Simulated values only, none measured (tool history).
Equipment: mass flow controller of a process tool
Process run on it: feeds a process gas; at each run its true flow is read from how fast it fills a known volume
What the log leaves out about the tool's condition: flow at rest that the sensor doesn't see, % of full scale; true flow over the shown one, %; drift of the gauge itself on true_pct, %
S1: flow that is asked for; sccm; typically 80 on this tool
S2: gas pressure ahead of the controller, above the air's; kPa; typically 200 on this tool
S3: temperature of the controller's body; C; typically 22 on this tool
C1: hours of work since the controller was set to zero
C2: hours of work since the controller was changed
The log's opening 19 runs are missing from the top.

Run 20, day 133.075: usual settings but S3 28 C; C1 3018; C2 7798. Result: true flow (%) 93.95.
At day 137.929: controller exchanged for a calibrated one.
Run 21, day 138.312: usual settings but S3 28 C; C1 6; C2 6. Result: true flow (%) 99.95.
Run 22, day 144.175: usual settings but S2 146 kPa; C1 97; C2 97. Result: true flow (%) 99.03.
Run 23, day 148.833: usual settings but S2 146 kPa; C1 169; C2 169. Result: true flow (%) 99.15.
Run 24, day 160.079: usual settings but S2 146 kPa; C1 344; C2 344. Result: true flow (%) 98.81.
Run 25, day 170.400: usual settings but S2 178 kPa; C1 504; C2 504. Result: true flow (%) 99.06.
Run 26, day 175.600: usual settings but S2 219 kPa, S3 30 C; C1 584; C2 584. Result: true flow (%) 99.69.
Run 27, day 185.629: usual settings but S2 249 kPa, S3 32 C; C1 740; C2 740. Result: true flow (%) 100.19.
Run 28, day 195.575: usual settings but S1 29 sccm, S2 249 kPa, S3 20 C; C1 894; C2 894. Result: true flow (%) 98.23.
Run 29, day 200.954: usual settings but S1 22 sccm, S2 236 kPa, S3 30 C; C1 978; C2 978. Result: true flow (%) 98.24.
Run 30, day 209.829: usual settings but S1 75 sccm; C1 1115; C2 1115. Result: true flow (%) 98.75.
Run 31, day 214.383: usual settings; C1 1186; C2 1186. Result: true flow (%) 98.64.
Run 32, day 221.638: usual settings but S1 51 sccm, S2 175 kPa, S3 23 C; C1 1298; C2 1298. Result: true flow (%) 97.88.
Run 33, day 231.754: usual settings but S1 51 sccm, S2 175 kPa, S3 23 C; C1 1455; C2 1455. Result: true flow (%) 97.74.
Run 34, day 238.983: usual settings but S1 51 sccm, S2 175 kPa, S3 23 C; C1 1568; C2 1568. Result: true flow (%) 97.72.
Run 35, day 246.533: usual settings but S1 14 sccm, S3 21 C; C1 1685; C2 1685. Result: true flow (%) 95.85.
Run 36, day 252.500: usual settings but S1 14 sccm, S3 21 C; C1 1777; C2 1777. Result: true flow (%) 95.63.
Run 37, day 257.808: usual settings but S1 14 sccm, S3 21 C; C1 1860; C2 1860. Result: true flow (%) 95.40.
Run 38, day 263.154: usual settings but S1 14 sccm, S3 21 C; C1 1942; C2 1942. Result: true flow (%) 95.51.

Run 39 comes next. What will it give?
Run 39, day 271.379: usual settings but S1 76 sccm; C1 2070; C2 2070. Result: true flow (%) ?.

true flow (%): 97.92
Minus the tool's unlogged condition, the same run would have read true flow (%) 99.60.
